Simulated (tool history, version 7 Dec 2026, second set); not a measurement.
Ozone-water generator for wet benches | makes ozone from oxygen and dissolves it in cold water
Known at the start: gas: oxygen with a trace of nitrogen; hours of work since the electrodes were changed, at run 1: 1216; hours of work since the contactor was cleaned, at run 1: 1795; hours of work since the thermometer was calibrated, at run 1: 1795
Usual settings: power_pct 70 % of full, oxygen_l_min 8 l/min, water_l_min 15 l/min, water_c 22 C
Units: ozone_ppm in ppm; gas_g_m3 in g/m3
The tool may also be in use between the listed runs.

| run | day | power_pct | oxygen_l_min | water_l_min | water_c | hours of work since the electrodes were changed | hours of work since the contactor was cleaned | hours of work since the thermometer was calibrated | ozone_ppm | gas_g_m3 |
|---|---|---|---|---|---|---|---|---|---|---|
| 1 | 0 | 70 | 8 | 15 | 22 | 1216 | 1795 | 1795 | 28.7 | 223.9 |
| 2 | 5.367 | 73 | 8 | 15 | 22 | 1309 | 1888 | 1888 | 29.5 | 229.3 |
| 3 | 10.162 | 70 | 8 | 15 | 22 | 1392 | 1972 | 1972 | 28.9 | 222.9 |
| 4 | 15.667 | 70 | 8 | 15 | 22 | 1488 | 2067 | 2067 | 28.7 | 225 |
| 5 | 21.804 | 70 | 8 | 11 | 22 | 1594 | 2173 | 2173 | 34.4 | 222.9 |
| 6 | 26.754 | 70 | 8 | 11 | 14 | 1680 | 2259 | 2259 | 40.9 | 222.1 |
| 7 | 29.404 | 70 | 8 | 11 | 14 | 1726 | 2305 | 2305 | 41 | 222.8 |
|  | 30.867 | contactor cleaned |
| 8 | 34.3 | 70 | 8 | 11 | 14 | 1808 | 60 | 2387 | 41.2 | 222.5 |
| 9 | 38.596 | 70 | 8.25 | 11 | 14 | 1883 | 134 | 2462 | 41.1 | 219.2 |
| 10 | 44.517 | 70 | 8 | 15 | 22 | 1985 | 237 | 2565 | 28.9 | 220.9 |
| 11 | 50.346 | 70 | 7.05 | 15 | 22 | 2086 | 338 | 2666 | 28.9 | 234.1 |
| 12 | 55.288 | 70 | 7.05 | 15 | 22 | 2172 | 424 | 2751 | 29.1 | 234.2 |
| 13 | 59.854 | 40 | 8.63 | 19 | 17 | 2251 | 503 | 2831 | 19.8 | 154.9 |
| 14 | 63.192 | 40 | 8.63 | 19 | 17 | 2309 | 561 | 2888 | 19.9 | 155 |
| 15 | 67.838 | 92 | 12.02 | 15 | 22 | 2390 | 641 | 2969 | 33.3 | 223 |
| 16 | 73.783 | 70 | 11.28 | 15 | 22 | 2493 | 744 | 3072 | 28.4 | 192.5 |
| 17 | 78.8 | 70 | 11.28 | 15 | 22 | 2580 | 831 | 3159 | 28.2 | 193.3 |
| 18 | 84.167 | 70 | 8.63 | 19 | 22 | 2673 | 925 | 3252 | 25.2 | 214.8 |
| 19 | 88.817 | 70 | 10.23 | 18 | 22 | 2754 | 1005 | 3333 | 25.9 | 200.9 |
| 20 | 94.838 | 70 | 8.69 | 13 | 24 | 2858 | 1110 | 3437 | 29.6 | 213.2 |
| 21 | 98 | 87 | 8 | 15 | 17 | 2913 | 1164 | 3492 | 35.9 | 250.4 |
|  | 102.275 | water thermometer calibrated |
| 22 | 103.85 | 70 | 7.43 | 9 | 20 | 3014 | 1266 | 27 | 39.9 | 223.7 |
| 23 | 109.912 | 70 | 7.43 | 9 | 20 | 3119 | 1371 | 132 | 39.8 | 224.6 |

Forecast each of these 4 alternatives for the next run:
| A | 113.304 | 78 | 8 | 10 | 22 | 3178 | 1430 | 191 | ? | ? |
| B | 113.304 | 77 | 6.91 | 9 | 29 | 3178 | 1430 | 191 | ? | ? |
| C | 113.304 | 70 | 5.09 | 9 | 20 | 3178 | 1430 | 191 | ? | ? |
| D | 113.304 | 70 | 7.43 | 9 | 26 | 3178 | 1430 | 191 | ? | ? |

| run | ozone_ppm | gas_g_m3 |
|---|---|---|
| A | 38.1 | 234.7 |
| B | 34.6 | 246.4 |
| C | 40.4 | 258.4 |
| D | 34.5 | 224.4 |
Without the tool's hidden state the same runs would have given:
| run | ozone_ppm | gas_g_m3 |
|---|---|---|
| A | 38.2 | 239.3 |
| B | 34.6 | 251.2 |
| C | 40.4 | 263.5 |
| D | 34.6 | 228.9 |

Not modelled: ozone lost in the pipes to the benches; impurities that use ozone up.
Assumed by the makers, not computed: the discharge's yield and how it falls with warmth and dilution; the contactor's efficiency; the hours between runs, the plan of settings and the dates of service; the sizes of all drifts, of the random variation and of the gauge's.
